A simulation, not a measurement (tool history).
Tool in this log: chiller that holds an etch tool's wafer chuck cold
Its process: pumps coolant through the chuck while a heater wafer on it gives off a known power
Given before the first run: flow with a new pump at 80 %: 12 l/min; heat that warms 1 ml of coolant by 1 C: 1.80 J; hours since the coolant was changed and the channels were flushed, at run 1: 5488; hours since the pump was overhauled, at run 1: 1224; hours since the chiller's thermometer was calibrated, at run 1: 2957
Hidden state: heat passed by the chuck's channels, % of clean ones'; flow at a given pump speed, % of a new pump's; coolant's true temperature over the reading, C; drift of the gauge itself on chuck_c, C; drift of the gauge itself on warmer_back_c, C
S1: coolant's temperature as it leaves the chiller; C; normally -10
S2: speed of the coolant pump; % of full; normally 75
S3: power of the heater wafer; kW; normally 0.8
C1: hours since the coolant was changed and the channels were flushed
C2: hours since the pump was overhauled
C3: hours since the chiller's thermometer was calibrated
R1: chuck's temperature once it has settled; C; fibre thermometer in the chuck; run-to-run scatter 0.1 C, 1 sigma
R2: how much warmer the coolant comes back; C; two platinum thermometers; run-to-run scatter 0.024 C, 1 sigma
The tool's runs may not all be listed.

run	day	S1	S2	S3	C1	C2	C3	R1	R2
1	0	-10	75	0.8	5488	1224	2957	-0.1	2.41
2	2.458	-10	75	0.8	5547	1283	3016	-0.2	2.38
3	6.917	-10	75	0.8	5654	1390	3123	-0.2	2.42
4	10.342	-10	75	0.8	5736	1472	3205	0.1	2.44
5	12.633	-10	75	0.8	5791	1527	3260	-0.1	2.42
# day 13.596: chiller's thermometer calibrated
6	16.088	-10	75	0.8	5873	1609	60	0.4	2.43
7	19.817	-10	75	0.8	5963	1699	149	0.2	2.44
8	22.133	-10	75	0.8	6018	1754	205	0.4	2.4
9	24.296	-10	75	0.8	6070	1806	257	0.4	2.5
10	28.417	-10	75	0.8	6169	1905	356	0.4	2.4
11	30.938	-10	75	0.502	6230	1966	416	-3.4	1.53
12	33.771	-10	75	0.502	6298	2034	484	-3.4	1.51
13	35.696	-17	75	0.8	6344	2080	530	-6.6	2.4
14	39.062	-10	98	1.043	6425	2161	611	0.6	2.4
# day 39.567: coolant pump overhauled
15	42.021	-20	64	0.49	6491	59	677	-12.4	1.75
16	46.371	-13	64	0.411	6595	163	782	-6.6	1.46
17	50.604	-3	62	1.106	6697	265	883	14.8	4.22
18	53.142	-3	62	1.106	6757	326	944	15	4.26
19	57.167	-6	78	0.661	6854	422	1041	2.6	1.97
# day 58.017: coolant pump overhauled, once more
20	62.029	-6	78	0.661	6966	96	1152	2.4	1.88
21	66.525	-1	67	0.661	7074	204	1260	8.7	2.2
22	68.858	-10	77	0.8	7130	260	1316	0.3	2.32
23	70.862	-10	77	0.8	7178	308	1364	0	2.33
24	72.825	-10	77	0.8	7225	355	1411	0.3	2.28
25	77.433	-4	61	1.172	7335	466	1522	15	4.41

Each row is a separate what-if for the run after 25, all from the same tool condition, not one after another. Results?
A	79.779	-12	89	1.112	7392	522	1578	?	?
B	79.779	-2	81	0.732	7392	522	1578	?	?
C	79.779	-2	74	1.099	7392	522	1578	?	?
D	79.779	-17	65	0.778	7392	522	1578	?	?
E	79.779	-10	79	0.405	7392	522	1578	?	?

run	R1	R2
A	0.5	2.73
B	7	1.96
C	12.8	3.36
D	-5.2	2.7
E	-4.9	1.13
With the hidden condition removed and each run's random variation left untouched, the same runs would have given:
run	R1	R2
A	-1.9	2.72
B	5.3	1.95
C	10	3.34
D	-7.4	2.69
E	-5.8	1.13
